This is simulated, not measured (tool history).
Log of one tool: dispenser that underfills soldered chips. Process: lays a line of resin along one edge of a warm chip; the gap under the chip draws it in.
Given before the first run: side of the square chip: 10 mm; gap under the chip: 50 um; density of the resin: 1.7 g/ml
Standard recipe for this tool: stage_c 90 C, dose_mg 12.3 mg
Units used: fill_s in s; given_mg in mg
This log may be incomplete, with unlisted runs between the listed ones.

| run | hour | stage_c | dose_mg | fill_s | given_mg |
|---|---|---|---|---|---|
| 1 | 0.0 | 90 | 12.3 | 96.1 | 12.19 |
| 2 | 7.5 | 90 | 12.3 | 120.6 | 12.42 |
|  | 10.9 | new syringe of resin |
| 3 | 15.3 | 80 | 12.3 | 134.8 | 12.31 |
| 4 | 24.0 | 80 | 12.3 | 180.9 | 11.98 |
|  | 27.4 | new syringe of resin |
| 5 | 29.6 | 90 | 12.3 | 86.8 | 11.99 |
| 6 | 37.2 | 90 | 12.3 | 110.0 | 12.03 |
|  | 43.3 | new syringe of resin |
| 7 | 44.8 | 90 | 12.3 | 85.4 | 11.94 |
| 8 | 51.5 | 90 | 12.3 | 105.8 | 11.92 |
|  | 59.6 | new syringe of resin |
| 9 | 60.8 | 90 | 12.3 | 83.7 | 11.89 |
| 10 | 66.9 | 90 | 12.3 | 103.0 | 11.84 |
| 11 | 72.1 | 97 | 12.3 | 91.8 | 11.77 |
|  | 75.6 | new syringe of resin |
| 12 | 79.3 | 95 | 12.3 | 73.8 | 11.77 |
| 13 | 86.9 | 95 | 12.3 | 93.6 | 11.71 |
|  | 91.6 | new syringe of resin |
| 14 | 93.6 | 83 | 15.0 | 110.8 | 14.32 |
| 15 | 98.4 | 80 | 12.8 | 147.8 | 12.14 |
| 16 | 105.8 | 80 | 12.8 | 188.6 | 12.07 |
|  | 107.7 | new syringe of resin |
| 17 | 113.0 | 90 | 12.6 | 97.1 | 11.92 |
| 18 | 120.5 | 89 | 14.1 | 125.3 | 13.19 |
|  | 123.7 | new syringe of resin |
| 19 | 129.7 | 77 | 14.1 | 166.8 | 13.19 |
| 20 | 136.0 | 77 | 14.1 | 200.5 | 13.18 |
|  | 139.5 | new syringe of resin |
| 21 | 144.5 | 81 | 12.0 | 142.2 | 11.02 |
| 22 | 149.5 | 81 | 12.0 | 162.6 | 10.95 |
|  | 155.8 | new syringe of resin |
| 23 | 157.7 | 89 | 10.6 | 97.3 | 9.77 |
| 24 | 162.8 | 87 | 13.8 | 112.3 | 12.61 |
| 25 | 167.3 | 87 | 13.8 | 133.6 | 12.63 |

Consider 3 possible next runs. They are alternatives, not a sequence: every one starts from the tool as it was left by run 25. What does each give?
|  | 171.6 | new syringe of resin |
| A | 176.5 | 87 | 13.1 | ? | ? |
|  | 171.6 | new syringe of resin |
| B | 176.5 | 78 | 13.6 | ? | ? |
|  | 171.6 | new syringe of resin |
| C | 176.5 | 90 | 11.6 | ? | ? |

| run | fill_s | given_mg |
|---|---|---|
| A | 105.5 | 11.97 |
| B | 153.6 | 12.21 |
| C | 98.1 | 10.56 |
Stripped of hidden state, with their random variation kept, the same runs would have yielded:
| run | fill_s | given_mg |
|---|---|---|
| A | 85.4 | 13.20 |
| B | 124.6 | 13.47 |
| C | 78.5 | 11.65 |
